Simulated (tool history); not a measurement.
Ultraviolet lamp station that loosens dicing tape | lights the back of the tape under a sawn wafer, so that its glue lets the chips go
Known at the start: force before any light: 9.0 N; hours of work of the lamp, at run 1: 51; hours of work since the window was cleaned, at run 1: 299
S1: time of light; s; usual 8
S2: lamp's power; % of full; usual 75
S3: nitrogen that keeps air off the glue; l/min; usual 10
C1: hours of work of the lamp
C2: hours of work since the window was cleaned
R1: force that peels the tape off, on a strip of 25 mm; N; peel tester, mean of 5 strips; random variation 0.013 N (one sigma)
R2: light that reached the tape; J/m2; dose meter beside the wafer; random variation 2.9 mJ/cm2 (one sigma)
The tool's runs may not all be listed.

| run | hour | S1 | S2 | S3 | C1 | C2 | R1 | R2 |
|---|---|---|---|---|---|---|---|---|
| 1 | 0 | 8 | 75 | 10 | 51 | 299 | 0.571 | 4270 |
| 2 | 13.9 | 8 | 75 | 10 | 58 | 307 | 0.566 | 4290 |
| 3 | 25.2 | 8 | 96 | 10 | 64 | 313 | 0.278 | 5410 |
| 4 | 36.7 | 8 | 96 | 10 | 70 | 319 | 0.303 | 5390 |
| 5 | 44.4 | 8 | 96 | 5 | 74 | 323 | 0.52 | 5490 |
|  | 54 | window cleaned of glue's vapour |
| 6 | 55.2 | 8 | 75 | 10 | 80 | 1 | 0.564 | 4230 |
| 7 | 68.2 | 8 | 75 | 10 | 87 | 8 | 0.55 | 4310 |
| 8 | 79.2 | 8 | 75 | 10 | 93 | 13 | 0.578 | 4280 |
| 9 | 85.2 | 8 | 75 | 10 | 96 | 17 | 0.596 | 4270 |
| 10 | 97.2 | 8 | 75 | 10 | 102 | 23 | 0.587 | 4290 |
| 11 | 107.2 | 8 | 75 | 10 | 108 | 28 | 0.601 | 4270 |
| 12 | 117.3 | 8 | 75 | 10 | 113 | 34 | 0.574 | 4270 |
| 13 | 131 | 8 | 69 | 10 | 120 | 41 | 0.714 | 3900 |
| 14 | 138.6 | 8 | 69 | 10 | 124 | 45 | 0.691 | 3940 |
| 15 | 150.6 | 8 | 69 | 10 | 131 | 51 | 0.688 | 3900 |
| 16 | 158.9 | 6 | 62 | 10 | 135 | 56 | 1.567 | 2610 |
| 17 | 168.6 | 6 | 62 | 10 | 140 | 61 | 1.616 | 2660 |
| 18 | 176.6 | 6 | 62 | 10 | 144 | 65 | 1.633 | 2630 |
| 19 | 187 | 6 | 62 | 10 | 150 | 71 | 1.688 | 2630 |
| 20 | 200.9 | 6 | 96 | 9 | 157 | 78 | 0.694 | 4080 |
| 21 | 211 | 5 | 75 | 4 | 163 | 83 | 2.405 | 2640 |
| 22 | 224.8 | 15 | 84 | 14 | 170 | 91 | 0.08 | 8950 |

The next listed run, before its measurement:
| 23 | 231.3 | 7 | 87 | 14 | 173 | 94 | ? | ? |

Run 23 gave R1 0.438 N, R2 4310 J/m2.
Without the tool's hidden state the same run would have given R1 0.437 N, R2 4320 J/m2.
